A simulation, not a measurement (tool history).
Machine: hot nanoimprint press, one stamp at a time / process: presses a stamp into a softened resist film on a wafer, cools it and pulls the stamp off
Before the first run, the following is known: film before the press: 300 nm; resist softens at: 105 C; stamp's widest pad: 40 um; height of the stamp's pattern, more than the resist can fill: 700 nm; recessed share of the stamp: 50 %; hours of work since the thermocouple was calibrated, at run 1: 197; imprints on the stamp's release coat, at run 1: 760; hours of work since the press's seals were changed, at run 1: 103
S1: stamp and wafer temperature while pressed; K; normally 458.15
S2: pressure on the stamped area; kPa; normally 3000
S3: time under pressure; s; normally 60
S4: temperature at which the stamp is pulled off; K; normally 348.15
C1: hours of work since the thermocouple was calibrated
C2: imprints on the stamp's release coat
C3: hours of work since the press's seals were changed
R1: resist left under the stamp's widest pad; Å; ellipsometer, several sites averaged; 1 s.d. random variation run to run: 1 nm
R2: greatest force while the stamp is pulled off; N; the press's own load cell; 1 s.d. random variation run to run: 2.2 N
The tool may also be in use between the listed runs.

Run 1, day 0: usual settings; C1 197; C2 760; C3 103. Result: R1 1537 Å, R2 118 N.
Run 2, day 1.55: usual settings; C1 219; C2 926; C3 126. Result: R1 1553 Å, R2 120 N.
Run 3, day 2.808: usual settings; C1 237; C2 1061; C3 144. Result: R1 1546 Å, R2 125 N.
Run 4, day 4.133: usual settings but S3 113 s; C1 257; C2 1203; C3 163. Result: R1 1207 Å, R2 131 N.
Run 5, day 4.988: usual settings but S3 113 s; C1 269; C2 1295; C3 176. Result: R1 1215 Å, R2 130 N.
Run 6, day 6.496: usual settings but S3 113 s; C1 291; C2 1457; C3 197. Result: R1 1229 Å, R2 135 N.
Run 7, day 8.075: usual settings but S3 113 s; C1 314; C2 1626; C3 220. Result: R1 1231 Å, R2 142 N.
Run 8, day 8.921: usual settings; C1 326; C2 1716; C3 233. Result: R1 1572 Å, R2 144 N.
At day 10.262: stamp cleaned and given a new release coat.
Run 9, day 10.408: usual settings; C1 344; C2 16; C3 251. Result: R1 1562 Å, R2 98 N.
Run 10, day 11.746: usual settings; C1 364; C2 159; C3 270. Result: R1 1595 Å, R2 102 N.
Run 11, day 12.45: usual settings; C1 374; C2 235; C3 280. Result: R1 1609 Å, R2 106 N.
Run 12, day 14.038: usual settings; C1 397; C2 405; C3 303. Result: R1 1639 Å, R2 108 N.
Run 13, day 14.788: usual settings; C1 408; C2 486; C3 314. Result: R1 1615 Å, R2 107 N.
Run 14, day 15.617: usual settings; C1 420; C2 574; C3 326. Result: R1 1625 Å, R2 119 N.
Run 15, day 16.946: usual settings but S2 2680 kPa; C1 439; C2 717; C3 346. Result: R1 1690 Å, R2 118 N.
At day 17.196: plate thermocouple calibrated.
Run 16, day 18.396: usual settings but S1 453.15 K, S2 2680 kPa, S4 334.15 K; C1 17; C2 859; C3 365. Result: R1 2175 Å, R2 154 N.
Run 17, day 19.933: usual settings but S2 4420 kPa, S3 118 s, S4 351.15 K; C1 40; C2 1024; C3 387. Result: R1 1144 Å, R2 128 N.
Run 18, day 20.662: usual settings but S2 4400 kPa; C1 50; C2 1102; C3 398. Result: R1 1511 Å, R2 134 N.
Run 19, day 21.371: usual settings but S2 4400 kPa; C1 61; C2 1178; C3 408. Result: R1 1523 Å, R2 137 N.
Run 20, day 22.05: usual settings but S1 456.15 K, S2 3110 kPa, S4 334.15 K; C1 71; C2 1251; C3 418. Result: R1 1876 Å, R2 167 N.
Run 21, day 22.721: usual settings but S1 456.15 K, S2 3110 kPa, S4 334.15 K; C1 80; C2 1323; C3 428. Result: R1 1879 Å, R2 171 N.
Run 22, day 24.004: usual settings but S2 3920 kPa; C1 99; C2 1460; C3 446. Result: R1 1606 Å, R2 142 N.
Run 23, day 25.321: usual settings but S1 469.15 K, S2 2670 kPa, S3 31 s, S4 337.15 K; C1 118; C2 1601; C3 466. Result: R1 1455 Å, R2 173 N.
Run 24, day 26.596: usual settings but S1 469.15 K, S2 2670 kPa, S3 31 s, S4 337.15 K; C1 137; C2 1738; C3 484. Result: R1 1464 Å, R2 177 N.
At day 26.825: plate thermocouple calibrated, once more.
At day 27.808: stamp cleaned and given a new release coat.
Run 25, day 28.104: usual settings but S1 469.15 K, S2 2160 kPa, S3 106 s, S4 339.15 K; C1 15; C2 31; C3 501. Result: R1 794 Å, R2 118 N.
Run 26, day 28.875: usual settings but S1 469.15 K, S2 2160 kPa, S3 106 s, S4 339.15 K; C1 26; C2 114; C3 512. Result: R1 801 Å, R2 117 N.
Run 27, day 29.554: usual settings but S1 469.15 K, S2 2160 kPa, S3 106 s, S4 339.15 K; C1 36; C2 187; C3 522. Result: R1 806 Å, R2 119 N.
At day 30.625: press's hydraulic seals changed and the load cell set to zero.
Run 28, day 30.838: usual settings but S4 342.15 K; C1 50; C2 289; C3 3. Result: R1 1493 Å, R2 115 N.
Run 29, day 31.875: usual settings but S2 3990 kPa, S4 351.15 K; C1 65; C2 400; C3 18. Result: R1 1334 Å, R2 103 N.

For each entry between runs, how does the tool's hidden state at the last listed run before it compare with that at the first listed run after it?
After run 8, before run 9: stamp cleaned and given a new release coat (day 10.262)
  true temperature over the reading, C: -1.5 -> -1.58; pressure that arrives at the usual setting, %: 98.75 -> 98.64; grip of the stamp's worn release coat, % over a new coat's: 44.8 -> 0.4
  difference, measured minus the result without the unlogged condition, R1: +111 -> +117 Å; R2: +47 -> +3 N
After run 15, before run 16: plate thermocouple calibrated (day 17.196)
  true temperature over the reading, C: -2.04 -> -3.37; pressure that arrives at the usual setting, %: 98.04 -> 97.91; grip of the stamp's worn release coat, % over a new coat's: 17.9 -> 21.6
  difference, measured minus the result without the unlogged condition, R1: +154 -> +262 Å; R2: +21 -> +34 N
After run 24, before run 25: plate thermocouple calibrated, once more (day 26.825); stamp cleaned and given a new release coat (day 27.808)
  true temperature over the reading, C: -3.94 -> -0.05; pressure that arrives at the usual setting, %: 97.14 -> 97.04; grip of the stamp's worn release coat, % over a new coat's: 45.4 -> 0.7
  difference, measured minus the result without the unlogged condition, R1: +241 -> +10 Å; R2: +62 -> +1 N
After run 27, before run 28: press's hydraulic seals changed and the load cell set to zero (day 30.625)
  true temperature over the reading, C: -0.16 -> -0.23; pressure that arrives at the usual setting, %: 96.9 -> 99.66; grip of the stamp's worn release coat, % over a new coat's: 4.5 -> 7.1
  difference, measured minus the result without the unlogged condition, R1: +15 -> +18 Å; R2: +5 -> +8 N
